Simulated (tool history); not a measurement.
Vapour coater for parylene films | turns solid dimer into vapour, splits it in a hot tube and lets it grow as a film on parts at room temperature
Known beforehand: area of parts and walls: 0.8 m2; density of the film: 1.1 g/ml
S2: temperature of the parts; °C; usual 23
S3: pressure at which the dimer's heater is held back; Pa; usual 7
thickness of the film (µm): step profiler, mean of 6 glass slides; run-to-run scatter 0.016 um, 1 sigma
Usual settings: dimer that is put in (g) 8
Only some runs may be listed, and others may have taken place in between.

run 1 hour=0 | dimer_that_is_put_in_(g)=8 S2=23 S3=7 | thickness_of_the_film_(µm)=4.84
run 2 hour=23.2 | dimer_that_is_put_in_(g)=8 S2=23 S3=7 | thickness_of_the_film_(µm)=4.82
run 3 hour=64.5 | dimer_that_is_put_in_(g)=8 S2=23 S3=7 | thickness_of_the_film_(µm)=4.82
run 4 hour=104.4 | dimer_that_is_put_in_(g)=8 S2=18 S3=7 | thickness_of_the_film_(µm)=5.35
run 5 hour=138.6 | dimer_that_is_put_in_(g)=8 S2=18 S3=7 | thickness_of_the_film_(µm)=5.35
run 6 hour=184.6 | dimer_that_is_put_in_(g)=8 S2=18 S3=7 | thickness_of_the_film_(µm)=5.34
run 7 hour=234.6 | dimer_that_is_put_in_(g)=8 S2=16 S3=7 | thickness_of_the_film_(µm)=5.59
run 8 hour=259.1 | dimer_that_is_put_in_(g)=4 S2=33 S3=4.69 | thickness_of_the_film_(µm)=2.02
run 9 hour=301.8 | dimer_that_is_put_in_(g)=8 S2=23 S3=4.83 | thickness_of_the_film_(µm)=5
run 10 hour=346.4 | dimer_that_is_put_in_(g)=12 S2=23 S3=7.04 | thickness_of_the_film_(µm)=7.11
run 11 hour=368.2 | dimer_that_is_put_in_(g)=11 S2=23 S3=3.02 | thickness_of_the_film_(µm)=7.39
-- hour=385.9 trap's valve overhauled
run 12 hour=401 | dimer_that_is_put_in_(g)=11 S2=23 S3=3.02 | thickness_of_the_film_(µm)=7.85
run 13 hour=436.6 | dimer_that_is_put_in_(g)=8 S2=18 S3=7 | thickness_of_the_film_(µm)=5.59

Results for each run, recomputed without the tool's hidden state and with each run's random variation untouched:
The hidden state here: vapour lost through the trap's worn valve, %; true temperature of the parts over the reading, C; drift of the gauge itself on film_um, %.
run=1 thickness_of_the_film_(µm)=5
run=2 thickness_of_the_film_(µm)=4.98
run=3 thickness_of_the_film_(µm)=5
run=4 thickness_of_the_film_(µm)=5.57
run=5 thickness_of_the_film_(µm)=5.57
run=6 thickness_of_the_film_(µm)=5.58
run=7 thickness_of_the_film_(µm)=5.85
run=8 thickness_of_the_film_(µm)=2.11
run=9 thickness_of_the_film_(µm)=5.26
run=10 thickness_of_the_film_(µm)=7.49
run=11 thickness_of_the_film_(µm)=7.8
run=12 thickness_of_the_film_(µm)=7.8
run=13 thickness_of_the_film_(µm)=5.57

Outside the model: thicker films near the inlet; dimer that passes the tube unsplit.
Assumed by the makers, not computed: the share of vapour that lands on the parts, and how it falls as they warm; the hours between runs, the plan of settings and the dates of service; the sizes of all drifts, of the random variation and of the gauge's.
